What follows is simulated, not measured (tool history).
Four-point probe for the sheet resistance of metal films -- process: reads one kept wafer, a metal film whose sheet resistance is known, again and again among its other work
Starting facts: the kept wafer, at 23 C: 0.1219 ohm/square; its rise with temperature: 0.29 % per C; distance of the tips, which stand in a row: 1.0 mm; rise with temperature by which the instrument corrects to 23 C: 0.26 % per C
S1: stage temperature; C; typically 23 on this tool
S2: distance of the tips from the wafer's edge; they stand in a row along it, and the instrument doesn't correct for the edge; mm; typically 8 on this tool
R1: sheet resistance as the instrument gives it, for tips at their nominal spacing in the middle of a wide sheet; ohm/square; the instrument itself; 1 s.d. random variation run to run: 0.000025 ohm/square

| run | hour | S1 | S2 | R1 |
|---|---|---|---|---|
| 1 | 0 | 23 | 8 | 0.122501 |
| 2 | 78.4 | 23 | 8 | 0.122417 |
| 3 | 137.7 | 23 | 8 | 0.12251 |
| 4 | 244.3 | 23 | 8 | 0.122431 |
| 5 | 364 | 23 | 6 | 0.123148 |
| 6 | 460 | 23 | 8 | 0.122357 |
| 7 | 570.1 | 23 | 8 | 0.12228 |
| 8 | 673.5 | 23 | 8 | 0.122248 |
|  | 781.1 | new probe head fitted |
| 9 | 789.4 | 23 | 29 | 0.122338 |
| 10 | 871.8 | 23 | 29 | 0.122283 |
| 11 | 957.5 | 23 | 29 | 0.122263 |
| 12 | 1034 | 23 | 29 | 0.122202 |
| 13 | 1093.9 | 28 | 29 | 0.122395 |
| 14 | 1143.6 | 28 | 4 | 0.126338 |
| 15 | 1217.7 | 28 | 4 | 0.126308 |
| 16 | 1328.3 | 32 | 3 | 0.129265 |
| 17 | 1420.2 | 32 | 25 | 0.122495 |
| 18 | 1518.5 | 26 | 34 | 0.122161 |
|  | 1525.1 | stage's thermometer calibrated |
| 19 | 1627.2 | 26 | 50 | 0.122185 |
| 20 | 1695.5 | 26 | 50 | 0.122172 |
| 21 | 1797 | 27 | 43 | 0.122188 |
| 22 | 1871 | 27 | 43 | 0.122146 |
| 23 | 1982.6 | 27 | 43 | 0.122177 |
|  | 2024.6 | stage's thermometer calibrated, once more |
| 24 | 2066.8 | 23 | 4 | 0.125632 |
| 25 | 2130.5 | 29 | 16 | 0.122122 |
| 26 | 2252 | 21 | 54 | 0.121553 |
| 27 | 2321.2 | 25 | 5 | 0.124239 |
| 28 | 2403.7 | 25 | 5 | 0.124208 |
| 29 | 2489.6 | 28 | 15 | 0.122059 |

Consider 3 possible next runs. They are alternatives, not a sequence: every one starts from the tool as it was left by run 29. What does each give?
| A | 2587.9 | 35 | 3 | ? |
| B | 2587.9 | 29 | 3 | ? |
| C | 2587.9 | 29 | 6 | ? |

| run | R1 |
|---|---|
| A | 0.128781 |
| B | 0.128573 |
| C | 0.123514 |
With the hidden condition removed and each run's random variation left untouched, the same runs would have given:
| run | R1 |
|---|---|
| A | 0.129189 |
| B | 0.12898 |
| C | 0.123907 |

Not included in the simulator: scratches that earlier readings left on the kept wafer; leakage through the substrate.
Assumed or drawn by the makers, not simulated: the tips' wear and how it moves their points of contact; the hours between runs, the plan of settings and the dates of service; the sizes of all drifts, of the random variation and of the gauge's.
